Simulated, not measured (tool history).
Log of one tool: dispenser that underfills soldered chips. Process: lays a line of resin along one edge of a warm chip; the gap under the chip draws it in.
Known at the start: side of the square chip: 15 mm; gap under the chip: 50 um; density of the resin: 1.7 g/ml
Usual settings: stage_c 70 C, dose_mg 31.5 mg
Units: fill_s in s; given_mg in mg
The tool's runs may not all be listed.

run,hour,stage_c,dose_mg,fill_s,given_mg
1,0.0,70,31.5,342.5,30.82
# hour 3.8: new syringe of resin
2,7.0,70,31.5,298.9,30.71
3,10.9,70,31.5,365.0,30.67
# hour 12.6: new syringe of resin
4,15.7,70,31.5,301.0,30.59
5,20.5,70,31.5,385.8,30.57
# hour 21.6: new syringe of resin
6,26.3,70,31.5,325.4,30.41
# hour 27.9: dispensing valve cleaned and set on the balance
7,30.4,70,31.5,368.4,31.45
# hour 31.8: new syringe of resin
8,35.9,70,31.5,320.3,31.32
9,38.7,70,31.5,365.6,31.22
# hour 41.0: new syringe of resin
10,43.3,70,31.5,292.8,31.11
11,46.8,70,31.5,343.9,31.14
# hour 49.8: new syringe of resin
12,52.7,70,31.5,294.2,30.96
13,56.2,70,31.5,342.2,30.99
# hour 58.6: new syringe of resin
14,60.2,70,31.5,268.5,31.01
15,66.4,70,31.5,366.5,30.81
# hour 67.5: new syringe of resin
16,72.7,70,31.5,337.0,30.74
17,75.5,70,31.5,379.1,30.64
# hour 76.8: new syringe of resin
18,82.8,70,31.5,337.3,30.51
# hour 85.8: new syringe of resin
19,87.6,79,29.0,201.5,28.09
20,91.0,56,38.7,584.8,37.40
# hour 94.9: new syringe of resin
21,96.0,56,38.7,470.6,37.23
22,102.7,73,37.9,323.4,36.40
# hour 103.7: new syringe of resin
# hour 106.7: dispensing valve cleaned and set on the balance
23,109.8,62,33.1,448.7,32.92
# hour 113.8: new syringe of resin
24,114.6,75,28.5,218.8,28.37
25,121.3,75,28.5,300.8,28.26
# hour 122.6: new syringe of resin
26,127.5,56,31.4,577.5,30.96
# hour 131.8: new syringe of resin
27,133.3,70,37.5,268.5,36.90
28,137.3,70,37.5,321.4,36.91
# hour 140.6: new syringe of resin
29,141.4,70,37.5,253.3,36.86
30,145.8,56,30.1,577.5,29.50
# hour 149.6: new syringe of resin
31,151.1,55,27.1,514.0,26.58
32,155.2,71,35.3,316.4,34.50
# hour 158.9: new syringe of resin
33,161.4,71,35.3,274.7,34.42
34,167.1,56,29.0,669.5,28.10

Forecast each of these 4 alternatives for the next run:
# hour 167.8: new syringe of resin
A,171.7,76,32.7,?,?
# hour 167.8: new syringe of resin
B,171.7,56,37.0,?,?
# hour 167.8: new syringe of resin
C,171.7,75,28.7,?,?
# hour 167.8: new syringe of resin
D,171.7,68,29.0,?,?

run,fill_s,given_mg
A,247.4,31.77
B,543.2,35.96
C,253.4,27.88
D,338.3,28.16
Without the tool's hidden state the same runs would have given:
run,fill_s,given_mg
A,213.1,32.78
B,471.7,37.10
C,217.8,28.77
D,291.4,29.05

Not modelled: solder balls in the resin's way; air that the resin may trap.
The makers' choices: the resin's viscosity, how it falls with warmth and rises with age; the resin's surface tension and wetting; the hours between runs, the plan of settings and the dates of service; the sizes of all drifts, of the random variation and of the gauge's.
